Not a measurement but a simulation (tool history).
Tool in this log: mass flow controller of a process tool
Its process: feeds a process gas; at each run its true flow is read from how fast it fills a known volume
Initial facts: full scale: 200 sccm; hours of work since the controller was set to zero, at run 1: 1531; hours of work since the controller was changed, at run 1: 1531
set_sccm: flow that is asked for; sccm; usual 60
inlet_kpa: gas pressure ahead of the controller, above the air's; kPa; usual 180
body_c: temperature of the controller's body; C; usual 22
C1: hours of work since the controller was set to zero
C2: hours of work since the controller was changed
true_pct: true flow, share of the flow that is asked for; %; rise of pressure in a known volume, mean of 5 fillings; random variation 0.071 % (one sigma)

Run 1, hour 0.0: usual settings; C1 1531; C2 1531. Result: true_pct 98.95 %.
Run 2, hour 173.1: usual settings; C1 1607; C2 1607. Result: true_pct 98.85 %.
Run 3, hour 305.5: usual settings but inlet_kpa 141 kPa; C1 1665; C2 1665. Result: true_pct 98.56 %.
Run 4, hour 522.1: usual settings but inlet_kpa 141 kPa; C1 1760; C2 1760. Result: true_pct 98.75 %.
Run 5, hour 636.6: usual settings but inlet_kpa 141 kPa; C1 1811; C2 1811. Result: true_pct 98.55 %.
Run 6, hour 846.9: usual settings but inlet_kpa 141 kPa, body_c 31 C; C1 1903; C2 1903. Result: true_pct 98.14 %.
Run 7, hour 1009.7: usual settings; C1 1975; C2 1975. Result: true_pct 98.64 %.
Run 8, hour 1165.1: usual settings but set_sccm 116 sccm; C1 2043; C2 2043. Result: true_pct 99.42 %.
Run 9, hour 1382.1: usual settings but body_c 20 C; C1 2139; C2 2139. Result: true_pct 98.89 %.
Run 10, hour 1503.2: usual settings but inlet_kpa 159 kPa; C1 2192; C2 2192. Result: true_pct 98.56 %.
Run 11, hour 1736.0: usual settings but inlet_kpa 159 kPa; C1 2294; C2 2294. Result: true_pct 98.59 %.
Run 12, hour 1853.1: usual settings but inlet_kpa 159 kPa; C1 2346; C2 2346. Result: true_pct 98.46 %.
Run 13, hour 2057.2: usual settings but inlet_kpa 159 kPa; C1 2436; C2 2436. Result: true_pct 98.57 %.
Run 14, hour 2238.7: usual settings but inlet_kpa 159 kPa; C1 2515; C2 2515. Result: true_pct 98.46 %.
Run 15, hour 2338.8: usual settings but inlet_kpa 159 kPa; C1 2559; C2 2559. Result: true_pct 98.39 %.
Run 16, hour 2559.5: usual settings but inlet_kpa 159 kPa; C1 2656; C2 2656. Result: true_pct 98.30 %.
Run 17, hour 2735.1: usual settings but set_sccm 25 sccm, inlet_kpa 159 kPa; C1 2734; C2 2734. Result: true_pct 96.37 %.
Run 18, hour 2834.9: usual settings; C1 2778; C2 2778. Result: true_pct 98.49 %.
Run 19, hour 3033.4: usual settings but set_sccm 93 sccm; C1 2865; C2 2865. Result: true_pct 99.12 %.
Run 20, hour 3179.0: usual settings but set_sccm 93 sccm, body_c 37 C; C1 2929; C2 2929. Result: true_pct 98.32 %.
Run 21, hour 3378.2: usual settings but set_sccm 93 sccm, body_c 37 C; C1 3016; C2 3016. Result: true_pct 98.40 %.
Run 22, hour 3532.3: usual settings; C1 3084; C2 3084. Result: true_pct 98.51 %.
Run 23, hour 3708.7: usual settings but inlet_kpa 218 kPa, body_c 32 C; C1 3162; C2 3162. Result: true_pct 97.95 %.
Run 24, hour 3855.3: usual settings but set_sccm 103 sccm, inlet_kpa 235 kPa, body_c 37 C; C1 3226; C2 3226. Result: true_pct 98.76 %.
Run 25, hour 4046.6: usual settings but set_sccm 46 sccm, inlet_kpa 191 kPa, body_c 20 C; C1 3310; C2 3310. Result: true_pct 98.04 %.
Run 26, hour 4212.9: usual settings but set_sccm 191 sccm, inlet_kpa 186 kPa, body_c 32 C; C1 3384; C2 3384. Result: true_pct 99.59 %.
Run 27, hour 4399.2: usual settings but set_sccm 191 sccm, inlet_kpa 186 kPa, body_c 32 C; C1 3465; C2 3465. Result: true_pct 99.58 %.
Run 28, hour 4501.1: usual settings but set_sccm 28 sccm, inlet_kpa 170 kPa, body_c 31 C; C1 3510; C2 3510. Result: true_pct 95.82 %.
Run 29, hour 4711.3: usual settings but set_sccm 20 sccm, inlet_kpa 167 kPa, body_c 28 C; C1 3603; C2 3603. Result: true_pct 94.27 %.
Run 30, hour 4941.2: usual settings but set_sccm 20 sccm, inlet_kpa 167 kPa, body_c 28 C; C1 3704; C2 3704. Result: true_pct 94.10 %.
Run 31, hour 5068.3: usual settings but set_sccm 20 sccm, inlet_kpa 167 kPa, body_c 28 C; C1 3760; C2 3760. Result: true_pct 94.14 %.

Run 32 is up next; what results do you expect?
Run 32, hour 5244.0: usual settings but set_sccm 83 sccm, inlet_kpa 193 kPa; C1 3837; C2 3837. Result: true_pct ?.

true_pct: 98.70 %
Minus the tool's unlogged condition, the same run would have read true_pct 99.47 %.
